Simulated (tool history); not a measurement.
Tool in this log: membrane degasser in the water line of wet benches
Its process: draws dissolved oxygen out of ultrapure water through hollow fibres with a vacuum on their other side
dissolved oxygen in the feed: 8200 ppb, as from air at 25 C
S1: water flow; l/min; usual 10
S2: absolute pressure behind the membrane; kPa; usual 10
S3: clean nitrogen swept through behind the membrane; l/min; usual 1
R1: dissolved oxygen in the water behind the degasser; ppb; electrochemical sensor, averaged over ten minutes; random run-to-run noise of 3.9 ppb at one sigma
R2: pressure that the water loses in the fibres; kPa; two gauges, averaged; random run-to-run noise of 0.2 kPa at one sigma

run    hour  S1   S2    S3     R1     R2
  1       0  10   10     1    406  42.71
  2   258.5  10   10  1.22    382  43.03
  3     584  10   10  1.22  386.9  43.61
  4   845.5  10   10  1.22  393.6  43.61
  5  1165.3  10   10  1.22  387.6  43.59
  6  1313.3  10   10     1  414.9  43.91
  7  1640.6  10   10   0.6  523.6  44.24
  8  1832.1  10   10     1  422.1  44.15
  9  2079.1  10   10  0.77  480.2  44.07
 10  2357.9  11   10     1  528.2  49.42
 11  2599.9  15  7.6  1.61  805.6   66.9
 12  2735.1  12  6.7     1  562.8  53.77
 13  3010.2  12  6.7  2.58  491.4  54.13
 14  3172.3  12  6.7  2.58  502.7  54.51
 15  3443.1  12  6.7  2.58  505.4  54.53

Put back what was entered between runs (3 entries, withheld): which listed runs does each sit between, and how does the hidden state differ from the listed run before to the listed run after?
From run 4 to run 5: seals of the vacuum lines changed (hour 914)
  membrane still open, %: 98 -> 97.4; true pressure behind the membrane over the reading, kPa: 0.13 -> 0.14; air that leaks in behind the membrane, l/min: 0.0177 -> 0.0037
  the result without the hidden state subtracted from the measured one, R1: +25 -> +24.9 ppb; R2: +0.88 -> +1.12 kPa
From run 8 to run 9: vacuum gauge calibrated (hour 1848.9)
  membrane still open, %: 96.4 -> 96; true pressure behind the membrane over the reading, kPa: 0.15 -> 0.25; air that leaks in behind the membrane, l/min: 0.0058 -> 0.0066
  the result without the hidden state subtracted from the measured one, R1: +36 -> +44.2 ppb; R2: +1.61 -> +1.77 kPa
From run 14 to run 15: vacuum gauge calibrated, once more (hour 3319.4)
  membrane still open, %: 94.3 -> 93.9; true pressure behind the membrane over the reading, kPa: 0.28 -> 0.02; air that leaks in behind the membrane, l/min: 0.01 -> 0.0108
  the result without the hidden state subtracted from the measured one, R1: +77.1 -> +80.1 ppb; R2: +3.13 -> +3.34 kPa
